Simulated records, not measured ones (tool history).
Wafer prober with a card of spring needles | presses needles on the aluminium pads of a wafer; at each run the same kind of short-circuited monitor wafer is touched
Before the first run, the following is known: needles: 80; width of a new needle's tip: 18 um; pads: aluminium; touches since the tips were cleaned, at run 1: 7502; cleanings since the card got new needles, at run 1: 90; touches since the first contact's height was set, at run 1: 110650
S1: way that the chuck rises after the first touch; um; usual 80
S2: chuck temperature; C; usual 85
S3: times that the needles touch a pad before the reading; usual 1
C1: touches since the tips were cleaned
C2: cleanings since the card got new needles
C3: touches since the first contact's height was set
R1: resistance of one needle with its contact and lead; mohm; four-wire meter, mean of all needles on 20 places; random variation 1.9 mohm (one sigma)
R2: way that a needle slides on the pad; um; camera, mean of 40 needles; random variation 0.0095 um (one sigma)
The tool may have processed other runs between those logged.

run   hour  S1  S2  S3    C1   C2      C3   R1      R2
  1    0.0  80  85   1  7502   90  110650  265  16.269
       1.8  -- tips cleaned on abrasive film
      17.4  -- tips cleaned on abrasive film
      20.4  -- height of the first contact set anew
  2   29.6  80  85   1  6859   92    5272  263  16.386
      31.9  -- tips cleaned on abrasive film
      46.7  -- tips cleaned on abrasive film
  3   57.8  80  85   1  6386   94   21368  264  16.343
      62.5  -- tips cleaned on abrasive film
      76.9  -- tips cleaned on abrasive film
  4   77.3  80  85   1   195   96   32467  208  16.345
      94.2  -- tips cleaned on abrasive film
     111.5  -- tips cleaned on abrasive film
  5  112.1  80  85   1   328   98   52360  219  16.312
     127.5  -- tips cleaned on abrasive film
  6  130.6  80  85   1  1786   99   62956  251  16.315
     141.6  -- tips cleaned on abrasive film
     156.4  -- tips cleaned on abrasive film
  7  158.0  97  70   1   908  101   78623  220  19.774
     172.2  -- tips cleaned on abrasive film
     186.8  -- tips cleaned on abrasive film
  8  194.1  97  70   1  4223  103   99265  239  19.729
     202.7  -- tips cleaned on abrasive film
     218.9  -- tips cleaned on abrasive film
  9  228.7  80  79   1  5685  105  119071  266  16.262
     234.7  -- tips cleaned on abrasive film
     235.0  -- height of the first contact set anew
 10  245.4  80  79   1  5982  106    5982  263  16.381
     249.5  -- tips cleaned on abrasive film
     265.6  -- tips cleaned on abrasive film
 11  265.6  89  79   1     0  108   17515  200  18.208
     280.9  -- tips cleaned on abrasive film
 12  280.9  73  30   2     0  109   26231  198  14.917

What if the next run were any one of these 3? Each begins from the tool's condition after run 12:
     297.8  -- tips cleaned on abrasive film
  A  306.2  80  43   2  4841  110  40762   ?   ?
     297.8  -- tips cleaned on abrasive film
  B  306.2  62  30   2  4841  110  40762   ?   ?
     297.8  -- tips cleaned on abrasive film
  C  306.2  80  85   2  4841  110  40762   ?   ?

run   R1      R2
  A  231  16.348
  B  253  12.652
  C  238  16.346
What these runs would have given with no unlogged condition in the tool:
run   R1      R2
  A  192  16.396
  B  192  12.699
  C  201  16.393
